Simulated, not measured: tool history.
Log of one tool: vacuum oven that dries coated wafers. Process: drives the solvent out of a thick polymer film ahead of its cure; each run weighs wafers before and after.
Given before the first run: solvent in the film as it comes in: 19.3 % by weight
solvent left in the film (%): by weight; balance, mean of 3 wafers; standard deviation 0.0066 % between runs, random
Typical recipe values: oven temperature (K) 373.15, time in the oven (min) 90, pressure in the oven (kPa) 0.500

Run 1, hour 0.0: usual settings. Result: solvent left in the film (%) 0.705.
Run 2, hour 14.9: usual settings. Result: solvent left in the film (%) 0.689.
Run 3, hour 34.3: usual settings but pressure in the oven (kPa) 0.414. Result: solvent left in the film (%) 0.659.
Run 4, hour 47.8: usual settings. Result: solvent left in the film (%) 0.702.
Run 5, hour 70.3: usual settings. Result: solvent left in the film (%) 0.688.
Run 6, hour 91.1: usual settings. Result: solvent left in the film (%) 0.681.
Run 7, hour 114.5: usual settings. Result: solvent left in the film (%) 0.690.
Run 8, hour 138.8: usual settings but pressure in the oven (kPa) 1.298. Result: solvent left in the film (%) 0.906.
Run 9, hour 162.1: usual settings but pressure in the oven (kPa) 0.376. Result: solvent left in the film (%) 0.661.
Run 10, hour 175.9: usual settings. Result: solvent left in the film (%) 0.683.
Run 11, hour 188.8: usual settings. Result: solvent left in the film (%) 0.696.
Run 12, hour 210.5: usual settings. Result: solvent left in the film (%) 0.710.
Run 13, hour 229.3: usual settings. Result: solvent left in the film (%) 0.697.
Run 14, hour 246.3: usual settings. Result: solvent left in the film (%) 0.695.
Run 15, hour 269.5: usual settings. Result: solvent left in the film (%) 0.686.
Run 16, hour 280.8: usual settings. Result: solvent left in the film (%) 0.695.
Run 17, hour 301.1: usual settings but time in the oven (min) 114. Result: solvent left in the film (%) 0.426.
Run 18, hour 314.4: usual settings but time in the oven (min) 114. Result: solvent left in the film (%) 0.431.
Run 19, hour 336.8: usual settings but time in the oven (min) 114. Result: solvent left in the film (%) 0.430.
Run 20, hour 350.6: usual settings but oven temperature (K) 377.15. Result: solvent left in the film (%) 0.447.
Run 21, hour 372.5: usual settings but oven temperature (K) 377.15, time in the oven (min) 157. Result: solvent left in the film (%) 0.233.
Run 22, hour 386.2: usual settings but oven temperature (K) 377.15, time in the oven (min) 157. Result: solvent left in the film (%) 0.237.
At hour 389.6: oven's thermocouples calibrated.
Run 23, hour 410.1: usual settings but oven temperature (K) 383.15, time in the oven (min) 74, pressure in the oven (kPa) 0.410. Result: solvent left in the film (%) 0.346.
Run 24, hour 425.2: usual settings but oven temperature (K) 359.15, time in the oven (min) 160, pressure in the oven (kPa) 1.860. Result: solvent left in the film (%) 1.464.
Run 25, hour 450.1: usual settings but oven temperature (K) 378.15, time in the oven (min) 51, pressure in the oven (kPa) 1.279. Result: solvent left in the film (%) 1.573.
Run 26, hour 474.7: usual settings but oven temperature (K) 386.15, time in the oven (min) 51, pressure in the oven (kPa) 0.367. Result: solvent left in the film (%) 0.618.
At hour 501.0: oven's thermocouples calibrated, once more.
Run 27, hour 501.6: usual settings but oven temperature (K) 368.15, time in the oven (min) 65, pressure in the oven (kPa) 0.778. Result: solvent left in the film (%) 2.510.
Run 28, hour 516.6: usual settings but oven temperature (K) 362.15, time in the oven (min) 79. Result: solvent left in the film (%) 2.776.
Run 29, hour 528.8: usual settings but oven temperature (K) 362.15, time in the oven (min) 79. Result: solvent left in the film (%) 2.785.
Run 30, hour 553.4: usual settings but oven temperature (K) 386.15, pressure in the oven (kPa) 0.295. Result: solvent left in the film (%) 0.186.
Run 31, hour 574.5: usual settings but oven temperature (K) 374.15, time in the oven (min) 148, pressure in the oven (kPa) 0.295. Result: solvent left in the film (%) 0.269.
Run 32, hour 585.6: usual settings but oven temperature (K) 374.15, time in the oven (min) 148, pressure in the oven (kPa) 0.295. Result: solvent left in the film (%) 0.271.
Run 33, hour 600.5: usual settings but time in the oven (min) 125, pressure in the oven (kPa) 0.532. Result: solvent left in the film (%) 0.445.
Run 34, hour 624.8: usual settings but time in the oven (min) 106, pressure in the oven (kPa) 0.658. Result: solvent left in the film (%) 0.617.
Run 35, hour 635.3: usual settings but oven temperature (K) 372.15, time in the oven (min) 121, pressure in the oven (kPa) 1.176. Result: solvent left in the film (%) 0.696.
Run 36, hour 650.4: usual settings but oven temperature (K) 372.15, time in the oven (min) 121, pressure in the oven (kPa) 1.176. Result: solvent left in the film (%) 0.703.
Run 37, hour 661.6: usual settings but oven temperature (K) 385.15, time in the oven (min) 67. Result: solvent left in the film (%) 0.443.
Run 38, hour 675.4: usual settings but oven temperature (K) 385.15, time in the oven (min) 67. Result: solvent left in the film (%) 0.452.
Run 39, hour 689.9: usual settings but oven temperature (K) 381.15, time in the oven (min) 68, pressure in the oven (kPa) 0.460. Result: solvent left in the film (%) 0.648.
Run 40, hour 713.2: usual settings but oven temperature (K) 381.15, time in the oven (min) 57, pressure in the oven (kPa) 0.460. Result: solvent left in the film (%) 0.975.
Run 41, hour 725.7: usual settings but oven temperature (K) 359.15. Result: solvent left in the film (%) 2.803.
Run 42, hour 735.9: usual settings but oven temperature (K) 359.15. Result: solvent left in the film (%) 2.795.
Run 43, hour 747.3: usual settings but oven temperature (K) 371.15. Result: solvent left in the film (%) 0.977.

Branching from run 43: 3 alternative next runs. What would each branch give?
Run A, hour 763.6: usual settings but oven temperature (K) 365.15, time in the oven (min) 70, pressure in the oven (kPa) 0.523. Result: solvent left in the film (%) ?.
Run B, hour 763.6: usual settings but oven temperature (K) 364.15, time in the oven (min) 67, pressure in the oven (kPa) 0.293. Result: solvent left in the film (%) ?.
Run C, hour 763.6: usual settings but pressure in the oven (kPa) 1.726. Result: solvent left in the film (%) ?.

run  solvent left in the film (%)
  A                         2.668
  B                         2.988
  C                         1.154
The same runs, with their run-to-run variation unchanged, on a tool lacking any hidden condition would have given:
run  solvent left in the film (%)
  A                         2.525
  B                         2.845
  C                         1.017
